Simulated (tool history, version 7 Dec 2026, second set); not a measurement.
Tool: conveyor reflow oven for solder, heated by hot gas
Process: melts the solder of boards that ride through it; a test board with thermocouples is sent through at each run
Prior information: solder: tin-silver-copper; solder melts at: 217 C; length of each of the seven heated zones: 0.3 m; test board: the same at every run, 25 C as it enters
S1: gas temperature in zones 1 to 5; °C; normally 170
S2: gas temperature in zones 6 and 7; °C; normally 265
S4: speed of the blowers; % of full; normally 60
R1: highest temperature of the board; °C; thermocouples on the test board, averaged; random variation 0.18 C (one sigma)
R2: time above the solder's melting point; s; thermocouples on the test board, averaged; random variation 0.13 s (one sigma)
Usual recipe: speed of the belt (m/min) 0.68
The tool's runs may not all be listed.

{"run": 1, "hour": 0.0, "S1": 170, "S2": 265, "speed of the belt (m/min)": 0.68, "S4": 60, "R1": 246.3, "R2": 34.8}
{"run": 2, "hour": 22.3, "S1": 170, "S2": 265, "speed of the belt (m/min)": 0.68, "S4": 60, "R1": 246.2, "R2": 34.7}
{"run": 3, "hour": 34.6, "S1": 170, "S2": 265, "speed of the belt (m/min)": 0.68, "S4": 60, "R1": 246, "R2": 34.8}
{"run": 4, "hour": 44.9, "S1": 170, "S2": 265, "speed of the belt (m/min)": 0.68, "S4": 89, "R1": 252.5, "R2": 40}
{"run": 5, "hour": 69.2, "S1": 170, "S2": 265, "speed of the belt (m/min)": 0.68, "S4": 89, "R1": 252.8, "R2": 39.8}
{"run": 6, "hour": 90.5, "S1": 170, "S2": 265, "speed of the belt (m/min)": 0.819, "S4": 60, "R1": 238.8, "R2": 23.5}
{"run": 7, "hour": 100.9, "S1": 170, "S2": 257, "speed of the belt (m/min)": 0.68, "S4": 60, "R1": 239.6, "R2": 30.5}
{"run": 8, "hour": 125.0, "S1": 170, "S2": 265, "speed of the belt (m/min)": 0.68, "S4": 67, "R1": 248, "R2": 36.5}
{"run": 9, "hour": 139.5, "S1": 170, "S2": 265, "speed of the belt (m/min)": 0.68, "S4": 67, "R1": 247.6, "R2": 36.5}
{"run": 10, "hour": 151.9, "S1": 170, "S2": 265, "speed of the belt (m/min)": 0.68, "S4": 67, "R1": 247.9, "R2": 36.2}
{"run": 11, "hour": 164.0, "S1": 170, "S2": 265, "speed of the belt (m/min)": 0.68, "S4": 60, "R1": 245.3, "R2": 34.7}
{"run": 12, "hour": 175.1, "S1": 170, "S2": 265, "speed of the belt (m/min)": 0.59, "S4": 60, "R1": 250.4, "R2": 44.3}
{"run": 13, "hour": 193.6, "S1": 170, "S2": 265, "speed of the belt (m/min)": 0.59, "S4": 60, "R1": 250.4, "R2": 44.2}
{"run": 14, "hour": 212.2, "S1": 170, "S2": 265, "speed of the belt (m/min)": 0.59, "S4": 60, "R1": 250.4, "R2": 44}
{"hour": 230.5, "done": "flux residue cleaned out of gas plates and filters"}
{"run": 15, "hour": 234.9, "S1": 170, "S2": 265, "speed of the belt (m/min)": 0.59, "S4": 60, "R1": 251.9, "R2": 45.3}
{"run": 16, "hour": 249.0, "S1": 170, "S2": 265, "speed of the belt (m/min)": 0.59, "S4": 60, "R1": 251.8, "R2": 45.2}
{"run": 17, "hour": 267.7, "S1": 170, "S2": 265, "speed of the belt (m/min)": 0.59, "S4": 60, "R1": 251.5, "R2": 45.2}
{"run": 18, "hour": 291.5, "S1": 170, "S2": 265, "speed of the belt (m/min)": 0.59, "S4": 60, "R1": 251.3, "R2": 45.1}
{"run": 19, "hour": 303.5, "S1": 170, "S2": 265, "speed of the belt (m/min)": 0.637, "S4": 60, "R1": 249.2, "R2": 40.1}
{"run": 20, "hour": 314.3, "S1": 170, "S2": 277, "speed of the belt (m/min)": 0.637, "S4": 73, "R1": 263.3, "R2": 47}
{"run": 21, "hour": 332.3, "S1": 170, "S2": 277, "speed of the belt (m/min)": 0.637, "S4": 73, "R1": 263.3, "R2": 47.2}
{"hour": 338.0, "done": "belt drive overhauled, speed set with a stopwatch"}
{"run": 22, "hour": 352.6, "S1": 170, "S2": 277, "speed of the belt (m/min)": 0.637, "S4": 73, "R1": 262.6, "R2": 46.1}
{"run": 23, "hour": 374.8, "S1": 170, "S2": 277, "speed of the belt (m/min)": 0.637, "S4": 73, "R1": 262.3, "R2": 46.3}
{"run": 24, "hour": 391.6, "S1": 170, "S2": 277, "speed of the belt (m/min)": 0.637, "S4": 73, "R1": 262.7, "R2": 46.1}
{"run": 25, "hour": 407.3, "S1": 170, "S2": 263, "speed of the belt (m/min)": 0.629, "S4": 53, "R1": 244.9, "R2": 36.8}
{"run": 26, "hour": 427.9, "S1": 170, "S2": 263, "speed of the belt (m/min)": 0.629, "S4": 53, "R1": 244.6, "R2": 36.7}
{"run": 27, "hour": 445.3, "S1": 170, "S2": 263, "speed of the belt (m/min)": 0.629, "S4": 53, "R1": 244.7, "R2": 36.7}
{"run": 28, "hour": 456.9, "S1": 170, "S2": 263, "speed of the belt (m/min)": 0.629, "S4": 53, "R1": 244.9, "R2": 36.8}
{"run": 29, "hour": 470.7, "S1": 160, "S2": 265, "speed of the belt (m/min)": 0.775, "S4": 60, "R1": 238.7, "R2": 23.1}
{"run": 30, "hour": 490.4, "S1": 160, "S2": 265, "speed of the belt (m/min)": 0.814, "S4": 88, "R1": 245.7, "R2": 27.1}
{"run": 31, "hour": 510.3, "S1": 170, "S2": 261, "speed of the belt (m/min)": 0.635, "S4": 60, "R1": 245, "R2": 37}
{"run": 32, "hour": 533.9, "S1": 170, "S2": 261, "speed of the belt (m/min)": 0.635, "S4": 60, "R1": 245.1, "R2": 37.1}

Predict each of these 3 candidate next runs independently; none follows another, all start after run 32:
{"run": "A", "hour": 553.0, "S1": 170, "S2": 271, "speed of the belt (m/min)": 0.645, "S4": 60, "R1": "?", "R2": "?"}
{"run": "B", "hour": 553.0, "S1": 176, "S2": 254, "speed of the belt (m/min)": 0.68, "S4": 53, "R1": "?", "R2": "?"}
{"run": "C", "hour": 553.0, "S1": 170, "S2": 264, "speed of the belt (m/min)": 0.639, "S4": 60, "R1": "?", "R2": "?"}

run=A R1=252.8 R2=40.8
run=B R1=236.2 R2=28.4
run=C R1=247.6 R2=37.8
Had the tool no hidden state, the same runs would have come out as:
run=A R1=253 R2=41
run=B R1=236.3 R2=28.8
run=C R1=247.8 R2=38.1
